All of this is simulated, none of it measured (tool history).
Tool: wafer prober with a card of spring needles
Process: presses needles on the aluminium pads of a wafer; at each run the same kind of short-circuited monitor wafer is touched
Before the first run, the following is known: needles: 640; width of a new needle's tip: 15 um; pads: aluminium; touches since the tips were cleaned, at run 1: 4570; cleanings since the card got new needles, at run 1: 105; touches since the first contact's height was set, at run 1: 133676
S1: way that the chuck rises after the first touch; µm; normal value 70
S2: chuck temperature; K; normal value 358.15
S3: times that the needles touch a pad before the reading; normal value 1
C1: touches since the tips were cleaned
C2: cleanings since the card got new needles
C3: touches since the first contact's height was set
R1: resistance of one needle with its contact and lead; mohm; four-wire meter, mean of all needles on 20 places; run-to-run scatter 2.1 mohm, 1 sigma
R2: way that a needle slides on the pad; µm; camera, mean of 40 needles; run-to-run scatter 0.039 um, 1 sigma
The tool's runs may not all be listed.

Run 1, day 0: usual settings; C1 4570; C2 105; C3 133676. Result: R1 232 mohm, R2 8.54 µm.
At day 0.233: tips cleaned on abrasive film.
At day 0.804: tips cleaned on abrasive film.
At day 1.275: tips cleaned on abrasive film.
Run 2, day 1.567: usual settings; C1 3784; C2 108; C3 153831. Result: R1 232 mohm, R2 8.57 µm.
At day 1.808: tips cleaned on abrasive film.
At day 2.396: tips cleaned on abrasive film.
Run 3, day 2.646: usual settings; C1 3220; C2 110; C3 167683. Result: R1 231 mohm, R2 8.55 µm.
At day 2.883: tips cleaned on abrasive film.
At day 3.358: tips cleaned on abrasive film.
Run 4, day 3.792: usual settings; C1 5630; C2 112; C3 182427. Result: R1 231 mohm, R2 8.52 µm.
At day 3.904: tips cleaned on abrasive film.
At day 4.375: tips cleaned on abrasive film.
At day 4.958: tips cleaned on abrasive film.
At day 5.438: height of the first contact set anew.
At day 5.546: tips cleaned on abrasive film.
Run 5, day 5.846: usual settings; C1 3882; C2 116; C3 5208. Result: R1 232 mohm, R2 8.56 µm.
At day 6.083: tips cleaned on abrasive film.
At day 6.658: tips cleaned on abrasive film.
At day 7.129: tips cleaned on abrasive film.
At day 7.704: tips cleaned on abrasive film.
Run 6, day 8.062: usual settings; C1 4628; C2 120; C3 33714. Result: R1 229 mohm, R2 8.5 µm.
At day 8.183: tips cleaned on abrasive film.
At day 8.775: tips cleaned on abrasive film.
At day 9.358: tips cleaned on abrasive film.
At day 9.833: tips cleaned on abrasive film.
Run 7, day 10.054: usual settings but S1 82 µm; C1 2886; C2 124; C3 59313. Result: R1 226 mohm, R2 10.07 µm.
At day 10.392: tips cleaned on abrasive film.
At day 10.954: tips cleaned on abrasive film.
At day 11.521: tips cleaned on abrasive film.
Run 8, day 11.55: usual settings but S1 82 µm; C1 355; C2 127; C3 78485. Result: R1 232 mohm, R2 10.07 µm.
At day 12.108: tips cleaned on abrasive film.
At day 12.692: tips cleaned on abrasive film.
At day 13.196: tips cleaned on abrasive film.
Run 9, day 13.196: usual settings but S1 82 µm; C1 0; C2 130; C3 99637. Result: R1 226 mohm, R2 10.08 µm.
At day 13.775: tips cleaned on abrasive film.
At day 14.362: tips cleaned on abrasive film.
At day 14.833: tips cleaned on abrasive film.
Run 10, day 14.862: usual settings but S1 82 µm; C1 353; C2 133; C3 121075. Result: R1 230 mohm, R2 10.07 µm.
At day 15.333: tips cleaned on abrasive film.
At day 15.808: tips cleaned on abrasive film.
At day 16.4: tips cleaned on abrasive film.
At day 16.979: tips cleaned on abrasive film.
Run 11, day 16.979: usual settings; C1 0; C2 137; C3 148268. Result: R1 230 mohm, R2 8.59 µm.
At day 17.558: tips cleaned on abrasive film.
At day 18.1: tips cleaned on abrasive film.
At day 18.692: tips cleaned on abrasive film.
Run 12, day 18.808: usual settings but S2 323.15 K; C1 1514; C2 140; C3 171796. Result: R1 222 mohm, R2 8.62 µm.
At day 19.275: tips cleaned on abrasive film.
At day 19.825: tips cleaned on abrasive film.
Run 13, day 20.258: usual settings but S1 67 µm, S2 323.15 K; C1 5598; C2 142; C3 190470. Result: R1 223 mohm, R2 8.25 µm.
At day 20.379: tips cleaned on abrasive film.
At day 20.971: tips cleaned on abrasive film.
At day 21.333: height of the first contact set anew.
At day 21.567: tips cleaned on abrasive film.
Run 14, day 21.671: usual settings but S1 67 µm, S2 323.15 K; C1 1344; C2 145; C3 4296. Result: R1 223 mohm, R2 8.23 µm.
At day 22.142: tips cleaned on abrasive film.
At day 22.617: tips cleaned on abrasive film.
At day 23.183: tips cleaned on abrasive film.
Run 15, day 23.558: usual settings but S1 69 µm, S2 390.15 K; C1 4846; C2 148; C3 28611. Result: R1 237 mohm, R2 8.46 µm.
At day 23.679: tips cleaned on abrasive film.
At day 24.154: tips cleaned on abrasive film.
At day 24.738: tips cleaned on abrasive film.
At day 25.312: tips cleaned on abrasive film.
Run 16, day 25.629: usual settings but S1 69 µm, S2 390.15 K; C1 4064; C2 152; C3 55179. Result: R1 240 mohm, R2 8.53 µm.
At day 25.854: tips cleaned on abrasive film.
At day 26.446: tips cleaned on abrasive film.
At day 27.021: tips cleaned on abrasive film.
Run 17, day 27.212: usual settings but S1 69 µm; C1 2489; C2 155; C3 75536. Result: R1 234 mohm, R2 8.46 µm.
At day 27.546: tips cleaned on abrasive film.
At day 28.021: tips cleaned on abrasive film.
At day 28.492: tips cleaned on abrasive film.
At day 29.067: tips cleaned on abrasive film.
Run 18, day 29.342: usual settings but S1 69 µm; C1 3574; C2 159; C3 102902. Result: R1 233 mohm, R2 8.6 µm.
At day 29.579: tips cleaned on abrasive film.
At day 30.154: tips cleaned on abrasive film.
At day 30.746: tips cleaned on abrasive film.
Run 19, day 30.825: usual settings but S1 69 µm; C1 1004; C2 162; C3 121935. Result: R1 228 mohm, R2 8.59 µm.
At day 31.296: tips cleaned on abrasive film.
At day 31.771: tips cleaned on abrasive film.
Run 20, day 31.921: usual settings but S3 3; C1 1944; C2 164; C3 136030. Result: R1 230 mohm, R2 8.74 µm.
At day 32.275: tips cleaned on abrasive film.
At day 32.75: tips cleaned on abrasive film.
Run 21, day 33.217: usual settings but S1 59 µm, S2 307.15 K, S3 2; C1 6073; C2 166; C3 152734. Result: R1 221 mohm, R2 7.36 µm.
At day 33.325: tips cleaned on abrasive film.
At day 33.912: tips cleaned on abrasive film.
At day 34.5: tips cleaned on abrasive film.
At day 35.088: tips cleaned on abrasive film.
Run 22, day 35.429: usual settings but S1 59 µm, S2 307.15 K, S3 2; C1 4434; C2 170; C3 181165. Result: R1 219 mohm, R2 7.3 µm.
At day 35.65: tips cleaned on abrasive film.
At day 36.212: tips cleaned on abrasive film.
Run 23, day 36.479: usual settings but S1 84 µm, S2 394.15 K, S3 2; C1 3463; C2 172; C3 194675. Result: R1 235 mohm, R2 10.5 µm.
At day 36.721: tips cleaned on abrasive film.
At day 37.183: height of the first contact set anew.
At day 37.304: tips cleaned on abrasive film.
At day 37.775: tips cleaned on abrasive film.
At day 38.367: tips cleaned on abrasive film.
Run 24, day 38.421: usual settings but S1 84 µm, S2 394.15 K; C1 714; C2 176; C3 15903. Result: R1 237 mohm, R2 10.46 µm.
At day 38.892: tips cleaned on abrasive film.
At day 39.471: tips cleaned on abrasive film.
Run 25, day 39.658: usual settings but S2 330.15 K; C1 2428; C2 178; C3 31808. Result: R1 223 mohm, R2 8.66 µm.
At day 40.012: tips cleaned on abrasive film.
At day 40.488: tips cleaned on abrasive film.
At day 41.071: tips cleaned on abrasive film.
At day 41.662: tips cleaned on abrasive film.
Run 26, day 42.054: usual settings but S2 330.15 K; C1 5057; C2 182; C3 62599. Result: R1 225 mohm, R2 8.72 µm.

Below are 5 alternative next runs, each starting from the tool's condition after run 26. Predict each:
At day 42.175: tips cleaned on abrasive film.
At day 42.746: tips cleaned on abrasive film.
At day 43.321: tips cleaned on abrasive film.
At day 43.658: gauge calibrated.
Run A, day 43.725: usual settings but S2 361.15 K; C1 5213; C2 185; C3 84099. Result: R1 ?, R2 ?.
At day 42.175: tips cleaned on abrasive film.
At day 42.746: tips cleaned on abrasive film.
At day 43.321: tips cleaned on abrasive film.
At day 43.658: gauge calibrated.
Run B, day 43.725: usual settings but S1 51 µm, S2 332.15 K; C1 5213; C2 185; C3 84099. Result: R1 ?, R2 ?.
At day 42.175: tips cleaned on abrasive film.
At day 42.746: tips cleaned on abrasive film.
At day 43.321: tips cleaned on abrasive film.
At day 43.658: gauge calibrated.
Run C, day 43.725: usual settings but S3 2; C1 5213; C2 185; C3 84099. Result: R1 ?, R2 ?.
At day 42.175: tips cleaned on abrasive film.
At day 42.746: tips cleaned on abrasive film.
At day 43.321: tips cleaned on abrasive film.
At day 43.658: gauge calibrated.
Run D, day 43.725: usual settings but S1 90 µm, S2 330.15 K, S3 2; C1 5213; C2 185; C3 84099. Result: R1 ?, R2 ?.
At day 42.175: tips cleaned on abrasive film.
At day 42.746: tips cleaned on abrasive film.
At day 43.321: tips cleaned on abrasive film.
At day 43.658: gauge calibrated.
Run E, day 43.725: usual settings but S2 364.15 K; C1 5213; C2 185; C3 84099. Result: R1 ?, R2 ?.

run   R1    R2
  A  233  8.57
  B  229  6.26
  C  232  8.57
  D  219    11
  E  232  8.54
Without the tool's hidden state the same runs would have given:
run   R1    R2
  A  232  8.57
  B  227  6.27
  C  232  8.57
  D  218    11
  E  231  8.54
